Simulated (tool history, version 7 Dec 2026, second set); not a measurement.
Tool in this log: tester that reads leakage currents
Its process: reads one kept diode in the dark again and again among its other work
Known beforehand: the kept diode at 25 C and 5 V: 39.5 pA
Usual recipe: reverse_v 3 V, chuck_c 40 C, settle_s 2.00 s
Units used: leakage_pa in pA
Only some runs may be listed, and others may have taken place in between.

Run 1, day 0.000: usual settings. Result: leakage_pa 118.67 pA.
Run 2, day 1.058: usual settings. Result: leakage_pa 119.67 pA.
Run 3, day 1.946: usual settings. Result: leakage_pa 119.84 pA.
Run 4, day 3.850: usual settings. Result: leakage_pa 120.13 pA.
At day 4.088: probe card cleaned and baked.
Run 5, day 4.879: usual settings. Result: leakage_pa 120.43 pA.
Run 6, day 6.621: usual settings but settle_s 3.04 s. Result: leakage_pa 120.20 pA.
At day 7.392: probe card cleaned and baked, once more.
Run 7, day 8.012: usual settings but settle_s 3.04 s. Result: leakage_pa 118.62 pA.

Predict the results of run 8:
Run 8, day 10.004: usual settings but settle_s 1.30 s. Result: leakage_pa ?.

leakage_pa: 119.72 pA
With no hidden state in the tool, this same run would have given leakage_pa 116.54 pA.

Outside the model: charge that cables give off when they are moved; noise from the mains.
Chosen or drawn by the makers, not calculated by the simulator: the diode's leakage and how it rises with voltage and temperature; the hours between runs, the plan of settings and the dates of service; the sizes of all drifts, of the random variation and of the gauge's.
